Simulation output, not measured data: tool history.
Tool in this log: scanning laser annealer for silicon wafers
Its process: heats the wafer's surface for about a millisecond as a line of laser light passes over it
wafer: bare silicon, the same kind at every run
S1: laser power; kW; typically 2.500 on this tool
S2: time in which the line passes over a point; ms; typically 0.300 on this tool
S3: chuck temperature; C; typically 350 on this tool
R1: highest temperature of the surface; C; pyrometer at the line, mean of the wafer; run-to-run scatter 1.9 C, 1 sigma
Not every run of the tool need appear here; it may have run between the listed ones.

run,hour,S1,S2,S3,R1
1,0.0,2.500,0.300,350,1128
2,87.7,2.500,0.300,350,1132
3,170.8,2.500,0.348,350,1202
4,223.2,2.500,0.348,350,1198
5,280.1,2.500,0.326,350,1170
6,335.2,2.500,0.300,350,1134
7,388.1,2.500,0.300,350,1131
8,463.4,2.500,0.300,350,1132
# hour 523.3: window over the wafer cleaned
9,541.0,2.500,0.300,350,1134
10,584.5,2.383,0.300,350,1087
11,654.2,2.383,0.300,350,1088
12,730.0,2.383,0.300,350,1083
13,800.3,2.500,0.300,350,1132
14,858.6,2.500,0.300,350,1134
15,931.2,2.500,0.300,350,1133
16,990.7,2.500,0.346,350,1197
17,1055.5,2.500,0.346,350,1195
18,1094.5,2.500,0.346,350,1195
19,1164.1,2.500,0.300,317,1102
20,1219.5,2.500,0.300,317,1098
21,1288.4,2.500,0.300,317,1101
22,1353.3,2.500,0.225,317,984
23,1411.1,2.714,0.322,350,1252
24,1479.3,2.517,0.287,350,1115
25,1562.5,2.566,0.300,341,1151
26,1616.1,2.407,0.276,331,1040
27,1683.6,2.407,0.276,331,1043
28,1763.9,2.202,0.276,331,966
29,1816.8,2.609,0.378,375,1312
30,1877.8,2.129,0.290,353,983
31,1924.3,2.129,0.290,389,1014
32,1982.2,2.129,0.290,389,1015
33,2065.2,2.129,0.290,389,1018
34,2150.6,2.129,0.290,389,1017
35,2203.7,2.305,0.236,358,972
36,2270.8,2.312,0.269,387,1055
37,2322.4,2.586,0.248,350,1083
38,2385.0,2.654,0.300,350,1193
39,2436.5,2.712,0.314,324,1211
40,2505.8,2.170,0.361,329,1059
41,2596.0,2.170,0.361,329,1058

Predict each of these 4 candidate next runs independently; none follows another, all start after run 41:
# hour 2614.4: window over the wafer cleaned
A,2636.3,2.725,0.300,350,?
# hour 2614.4: window over the wafer cleaned
B,2636.3,2.374,0.253,344,?
# hour 2614.4: window over the wafer cleaned
C,2636.3,2.135,0.250,364,?
# hour 2614.4: window over the wafer cleaned
D,2636.3,2.481,0.357,313,?

run,R1
A,1221
B,1014
C,944
D,1168
Take away the tool's hidden state, keep each run's random variation, and the runs would have read:
run,R1
A,1222
B,1014
C,944
D,1168

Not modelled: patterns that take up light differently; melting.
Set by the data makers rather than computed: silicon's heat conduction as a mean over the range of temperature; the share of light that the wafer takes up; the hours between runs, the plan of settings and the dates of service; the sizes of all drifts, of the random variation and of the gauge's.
